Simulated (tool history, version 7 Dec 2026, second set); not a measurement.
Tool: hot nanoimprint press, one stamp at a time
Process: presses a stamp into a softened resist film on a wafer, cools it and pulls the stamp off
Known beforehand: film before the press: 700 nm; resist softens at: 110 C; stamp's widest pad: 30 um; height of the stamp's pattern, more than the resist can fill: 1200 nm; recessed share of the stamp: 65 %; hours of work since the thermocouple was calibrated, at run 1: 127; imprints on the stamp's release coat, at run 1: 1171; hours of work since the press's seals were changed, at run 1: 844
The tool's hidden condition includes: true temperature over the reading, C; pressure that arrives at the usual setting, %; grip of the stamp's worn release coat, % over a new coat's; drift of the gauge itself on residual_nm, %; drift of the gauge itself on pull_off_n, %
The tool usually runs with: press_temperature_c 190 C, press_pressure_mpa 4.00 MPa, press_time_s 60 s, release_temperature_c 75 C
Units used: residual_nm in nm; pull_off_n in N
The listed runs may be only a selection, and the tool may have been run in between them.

| run | hour | press_temperature_c | press_pressure_mpa | press_time_s | release_temperature_c | hours of work since the thermocouple was calibrated | imprints on the stamp's release coat | hours of work since the press's seals were changed | residual_nm | pull_off_n |
|---|---|---|---|---|---|---|---|---|---|---|
| 1 | 0.0 | 190 | 4.00 | 60 | 75 | 127 | 1171 | 844 | 370.5 | 241 |
| 2 | 60.4 | 190 | 4.00 | 60 | 75 | 151 | 1283 | 869 | 366.2 | 242 |
|  | 109.2 | stamp cleaned and given a new release coat |
| 3 | 142.2 | 190 | 4.00 | 60 | 75 | 182 | 61 | 900 | 371.6 | 222 |
| 4 | 212.1 | 190 | 4.00 | 60 | 75 | 211 | 190 | 928 | 368.6 | 222 |
| 5 | 290.6 | 190 | 4.00 | 60 | 75 | 243 | 334 | 960 | 363.1 | 229 |
| 6 | 332.0 | 190 | 4.00 | 60 | 75 | 260 | 411 | 977 | 361.8 | 226 |
| 7 | 378.6 | 190 | 4.00 | 60 | 75 | 279 | 497 | 996 | 365.6 | 232 |
| 8 | 429.3 | 190 | 3.67 | 60 | 75 | 300 | 590 | 1017 | 376.2 | 236 |
|  | 472.2 | plate thermocouple calibrated |
| 9 | 472.2 | 190 | 3.67 | 60 | 75 | 0 | 664 | 1033 | 384.1 | 235 |
| 10 | 521.6 | 190 | 3.67 | 60 | 75 | 20 | 755 | 1054 | 387.6 | 234 |
| 11 | 567.2 | 190 | 3.67 | 60 | 75 | 39 | 839 | 1072 | 390.5 | 243 |
| 12 | 642.8 | 190 | 3.67 | 60 | 75 | 70 | 978 | 1103 | 380.9 | 242 |
| 13 | 702.0 | 190 | 3.67 | 60 | 75 | 94 | 1088 | 1127 | 379.2 | 239 |
| 14 | 782.6 | 190 | 3.67 | 60 | 75 | 127 | 1236 | 1160 | 384.5 | 241 |
|  | 856.4 | stamp cleaned and given a new release coat |
| 15 | 862.2 | 190 | 3.67 | 60 | 75 | 157 | 11 | 1190 | 379.4 | 221 |
| 16 | 901.3 | 190 | 2.52 | 69 | 75 | 173 | 83 | 1206 | 404.5 | 223 |
| 17 | 956.1 | 190 | 2.52 | 69 | 73 | 195 | 184 | 1229 | 410.8 | 233 |
| 18 | 1034.8 | 190 | 2.48 | 60 | 68 | 227 | 329 | 1261 | 429.3 | 256 |
|  | 1062.2 | press's hydraulic seals changed and the load cell set to zero |
| 19 | 1089.9 | 190 | 2.48 | 60 | 68 | 247 | 416 | 11 | 425.3 | 256 |
| 20 | 1127.9 | 190 | 2.48 | 60 | 68 | 262 | 486 | 27 | 421.7 | 252 |
| 21 | 1201.4 | 190 | 4.00 | 60 | 82 | 292 | 622 | 57 | 351.8 | 203 |
|  | 1264.7 | plate thermocouple calibrated |
| 22 | 1270.1 | 194 | 4.00 | 42 | 82 | 2 | 743 | 84 | 363.3 | 208 |
| 23 | 1343.3 | 194 | 4.00 | 42 | 82 | 32 | 878 | 114 | 365.6 | 218 |
| 24 | 1380.4 | 190 | 5.98 | 60 | 75 | 47 | 947 | 129 | 315.1 | 243 |
| 25 | 1454.5 | 201 | 5.91 | 76 | 78 | 78 | 1083 | 159 | 177.9 | 231 |
| 26 | 1501.3 | 201 | 3.25 | 114 | 78 | 97 | 1170 | 178 | 199.7 | 234 |
| 27 | 1576.6 | 201 | 3.25 | 114 | 78 | 127 | 1308 | 209 | 199.8 | 234 |
|  | 1610.9 | stamp cleaned and given a new release coat |
| 28 | 1643.3 | 198 | 4.47 | 89 | 78 | 152 | 59 | 234 | 213.8 | 210 |
| 29 | 1713.3 | 191 | 4.47 | 53 | 78 | 181 | 189 | 262 | 349.0 | 209 |

Predict each of these 4 candidate next runs independently; none follows another, all start after run 29:
| A | 1758.8 | 189 | 3.95 | 53 | 62 | 200 | 273 | 281 | ? | ? |
| B | 1758.8 | 191 | 4.47 | 100 | 67 | 200 | 273 | 281 | ? | ? |
| C | 1758.8 | 202 | 4.47 | 35 | 72 | 200 | 273 | 281 | ? | ? |
| D | 1758.8 | 190 | 4.00 | 66 | 75 | 200 | 273 | 281 | ? | ? |

| run | residual_nm | pull_off_n |
|---|---|---|
| A | 397.0 | 277 |
| B | 273.5 | 265 |
| C | 274.2 | 237 |
| D | 349.4 | 226 |
What these runs would have given with no unlogged condition in the tool:
| run | residual_nm | pull_off_n |
|---|---|---|
| A | 402.2 | 273 |
| B | 277.7 | 261 |
| C | 277.8 | 234 |
| D | 354.4 | 223 |
